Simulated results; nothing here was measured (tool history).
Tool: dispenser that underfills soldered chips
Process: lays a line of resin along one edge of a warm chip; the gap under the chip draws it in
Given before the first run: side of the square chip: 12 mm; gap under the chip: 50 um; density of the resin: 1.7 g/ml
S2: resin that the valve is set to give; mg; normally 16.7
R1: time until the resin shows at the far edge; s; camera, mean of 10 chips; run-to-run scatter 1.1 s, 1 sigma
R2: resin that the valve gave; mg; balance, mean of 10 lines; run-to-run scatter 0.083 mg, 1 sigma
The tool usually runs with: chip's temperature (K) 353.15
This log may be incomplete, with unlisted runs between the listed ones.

run 1 day=0.000 | chip's_temperature_(K)=353.15 S2=16.7 | R1=120.6 R2=16.18
run 2 day=0.246 | chip's_temperature_(K)=353.15 S2=18.7 | R1=140.1 R2=18.34
-- day=0.433 new syringe of resin
run 3 day=0.796 | chip's_temperature_(K)=353.15 S2=16.7 | R1=147.3 R2=16.15
-- day=1.017 new syringe of resin
run 4 day=1.158 | chip's_temperature_(K)=353.15 S2=16.7 | R1=125.3 R2=15.98
-- day=1.567 new syringe of resin
run 5 day=1.733 | chip's_temperature_(K)=353.15 S2=16.7 | R1=125.7 R2=15.81
-- day=2.138 new syringe of resin
run 6 day=2.204 | chip's_temperature_(K)=353.15 S2=16.7 | R1=119.4 R2=15.76
run 7 day=2.496 | chip's_temperature_(K)=353.15 S2=21.4 | R1=143.1 R2=20.06
-- day=2.688 new syringe of resin
run 8 day=3.025 | chip's_temperature_(K)=353.15 S2=16.7 | R1=146.7 R2=15.40
-- day=3.258 new syringe of resin
-- day=3.512 dispensing valve cleaned and set on the balance
run 9 day=3.621 | chip's_temperature_(K)=353.15 S2=16.7 | R1=140.5 R2=16.60
-- day=3.875 new syringe of resin
run 10 day=4.000 | chip's_temperature_(K)=358.15 S2=16.7 | R1=104.0 R2=16.53
run 11 day=4.362 | chip's_temperature_(K)=353.15 S2=16.7 | R1=161.7 R2=16.42
-- day=4.429 new syringe of resin
run 12 day=4.904 | chip's_temperature_(K)=353.15 S2=16.7 | R1=157.4 R2=16.37
-- day=5.012 new syringe of resin
run 13 day=5.396 | chip's_temperature_(K)=353.15 S2=16.7 | R1=148.6 R2=16.27
-- day=5.588 new syringe of resin
run 14 day=5.833 | chip's_temperature_(K)=342.15 S2=16.7 | R1=200.1 R2=16.08
-- day=6.138 new syringe of resin
run 15 day=6.238 | chip's_temperature_(K)=342.15 S2=16.7 | R1=180.9 R2=15.95
-- day=6.733 new syringe of resin
run 16 day=6.812 | chip's_temperature_(K)=353.15 S2=21.6 | R1=115.2 R2=20.58
-- day=7.329 new syringe of resin
run 17 day=7.375 | chip's_temperature_(K)=353.15 S2=16.7 | R1=117.9 R2=15.63
-- day=7.896 new syringe of resin
run 18 day=7.917 | chip's_temperature_(K)=353.15 S2=17.7 | R1=115.3 R2=16.47

Forecast run 19:
-- day=8.371 dispensing valve cleaned and set on the balance
run 19 day=8.388 | chip's_temperature_(K)=345.15 S2=14.4 | R1=? R2=?

R1: 212.3 s
R2: 14.43 mg
If the tool had no hidden condition, the same run with the same run-to-run variation would have returned R1 148.9 s, R2 14.40 mg.

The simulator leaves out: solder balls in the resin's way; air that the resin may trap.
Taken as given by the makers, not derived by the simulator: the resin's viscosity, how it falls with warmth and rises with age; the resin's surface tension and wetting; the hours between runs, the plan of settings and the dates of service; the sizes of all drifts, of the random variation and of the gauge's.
